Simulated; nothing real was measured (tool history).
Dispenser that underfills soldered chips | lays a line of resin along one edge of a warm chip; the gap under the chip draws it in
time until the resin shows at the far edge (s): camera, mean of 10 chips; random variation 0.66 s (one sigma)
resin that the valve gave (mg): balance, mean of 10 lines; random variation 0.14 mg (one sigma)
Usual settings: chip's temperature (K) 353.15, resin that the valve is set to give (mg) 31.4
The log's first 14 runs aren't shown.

run,hour,chip's temperature (K),resin that the valve is set to give (mg),time until the resin shows at the far edge (s),resin that the valve gave (mg)
# hour 162.1: new syringe of resin
15,169.1,355.15,31.4,71.5,30.80
# hour 178.9: new syringe of resin
16,186.0,355.15,31.4,71.3,30.63
# hour 195.8: new syringe of resin
17,202.7,355.15,31.4,73.0,30.48
# hour 213.1: new syringe of resin
18,216.2,353.15,31.6,71.3,30.48
19,228.2,353.15,31.6,106.4,30.50
# hour 229.9: new syringe of resin
20,244.8,338.15,37.8,184.3,36.24
# hour 247.6: new syringe of resin
21,253.7,363.15,31.0,51.8,29.60
# hour 264.9: new syringe of resin
22,268.9,363.15,31.0,49.8,29.82
23,279.5,363.15,29.2,71.9,27.77
# hour 282.3: new syringe of resin
24,292.4,340.15,29.6,149.5,28.00
# hour 299.7: new syringe of resin
25,308.5,351.15,34.4,89.3,32.33
# hour 315.5: dispensing valve cleaned and set on the balance
# hour 318.0: new syringe of resin
26,323.6,342.15,29.8,118.6,29.53
27,330.4,364.15,34.3,61.0,33.92
# hour 335.7: new syringe of resin
28,338.5,364.15,34.3,45.2,33.94
29,348.6,353.15,36.7,93.4,36.02
# hour 352.8: new syringe of resin
30,357.7,343.15,28.7,113.3,28.19
31,365.3,343.15,28.7,146.1,28.15
# hour 369.8: new syringe of resin
32,378.4,343.15,28.7,128.8,28.05
# hour 386.9: new syringe of resin
33,391.0,346.15,37.6,95.2,36.62
34,398.0,341.15,33.3,147.0,32.10

Forecast each of these 5 alternatives for the next run:
# hour 404.6: new syringe of resin
A,414.0,361.15,36.4,?,?
# hour 404.6: new syringe of resin
B,414.0,340.15,33.3,?,?
# hour 404.6: new syringe of resin
C,414.0,350.15,27.6,?,?
# hour 404.6: new syringe of resin
D,414.0,361.15,28.9,?,?
# hour 404.6: new syringe of resin
E,414.0,341.15,36.6,?,?

run,time until the resin shows at the far edge (s),resin that the valve gave (mg)
A,62.5,34.98
B,144.7,32.06
C,100.9,26.60
D,65.8,27.72
E,136.0,35.11
Without the tool's hidden state the same runs would have given:
run,time until the resin shows at the far edge (s),resin that the valve gave (mg)
A,43.0,36.36
B,98.3,33.32
C,68.2,27.65
D,44.9,28.82
E,92.7,36.50
